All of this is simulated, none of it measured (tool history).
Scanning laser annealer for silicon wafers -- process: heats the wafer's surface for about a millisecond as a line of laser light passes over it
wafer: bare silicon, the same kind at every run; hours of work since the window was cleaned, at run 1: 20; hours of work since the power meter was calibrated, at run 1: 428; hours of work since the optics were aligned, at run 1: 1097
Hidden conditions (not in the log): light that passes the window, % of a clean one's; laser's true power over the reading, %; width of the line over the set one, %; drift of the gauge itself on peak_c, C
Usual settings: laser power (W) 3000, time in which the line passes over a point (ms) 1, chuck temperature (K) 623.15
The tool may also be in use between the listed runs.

run,hour,laser power (W),time in which the line passes over a point (ms),chuck temperature (K),hours of work since the window was cleaned,hours of work since the power meter was calibrated,hours of work since the optics were aligned,highest temperature of the surface (K)
1,0,3000,1,623.15,20,428,1097,1446.15
2,29.2,3000,1,660.15,33,441,1110,1483.15
3,60.7,3217,1,623.15,46,455,1124,1516.15
4,89.2,3000,1,623.15,59,467,1137,1445.15
5,109.3,3000,1,604.15,68,476,1146,1429.15
6,155.3,3000,1,604.15,88,497,1166,1421.15
7,181.3,3000,1,655.15,100,508,1177,1475.15
8,202.6,3000,1,655.15,109,517,1187,1472.15
9,238.2,3000,1,655.15,125,533,1203,1473.15
10,258.2,3000,0.71,623.15,134,542,1211,1292.15
11,290.3,3000,1,623.15,148,556,1226,1440.15
12,328.4,3000,1,623.15,165,573,1243,1441.15
13,353.8,3000,1,623.15,176,584,1254,1436.15
14,377.7,3000,1,623.15,187,595,1264,1438.15
15,425.9,3000,1,623.15,208,616,1286,1441.15
16,467.8,3000,1.08,661.15,227,635,1304,1514.15
17,510.7,3125,1.08,661.15,246,654,1323,1548.15
18,553.4,3203,1.02,661.15,265,673,1342,1545.15
19,576.9,3203,1.02,661.15,275,683,1353,1546.15
20,602.7,2898,0.79,583.15,286,695,1364,1260.15
21,643.3,2898,0.79,583.15,304,713,1382,1260.15
22,677.5,2898,0.79,583.15,320,728,1397,1259.15
23,702.8,2898,0.9,654.15,331,739,1408,1383.15
24,733.2,2898,0.9,654.15,344,752,1422,1387.15
25,779.8,2898,0.9,654.15,365,773,1442,1383.15
26,813.5,2864,0.85,635.15,380,788,1457,1330.15
27,856.4,2809,0.86,635.15,399,807,1476,1318.15
28,904.1,2762,0.74,587.15,420,828,1497,1204.15
29,925.1,2783,0.74,590.15,429,837,1507,1210.15

Selected run-to-run steps in highest temperature of the surface (K), each split into two signed amounts: the part the tool would show with no hidden state at all (from settings, incoming material and random variation), and the remainder, which goes to the hidden state together with any gauge scatter not common to the measured and the hidden-state-free results:
Run 9 -> 10: time in which the line passes over a point (ms) 1 -> 0.71, chuck temperature (K) 655.15 -> 623.15. highest temperature of the surface (K) -181: hidden state +2, all else -183.
Run 10 -> 11: time in which the line passes over a point (ms) 0.71 -> 1. highest temperature of the surface (K) +148: hidden state -3, all else +151.
Run 19 -> 20: laser power (W) 3203 -> 2898, time in which the line passes over a point (ms) 1.02 -> 0.79, chuck temperature (K) 661.15 -> 583.15. highest temperature of the surface (K) -286: hidden state +4, all else -290.

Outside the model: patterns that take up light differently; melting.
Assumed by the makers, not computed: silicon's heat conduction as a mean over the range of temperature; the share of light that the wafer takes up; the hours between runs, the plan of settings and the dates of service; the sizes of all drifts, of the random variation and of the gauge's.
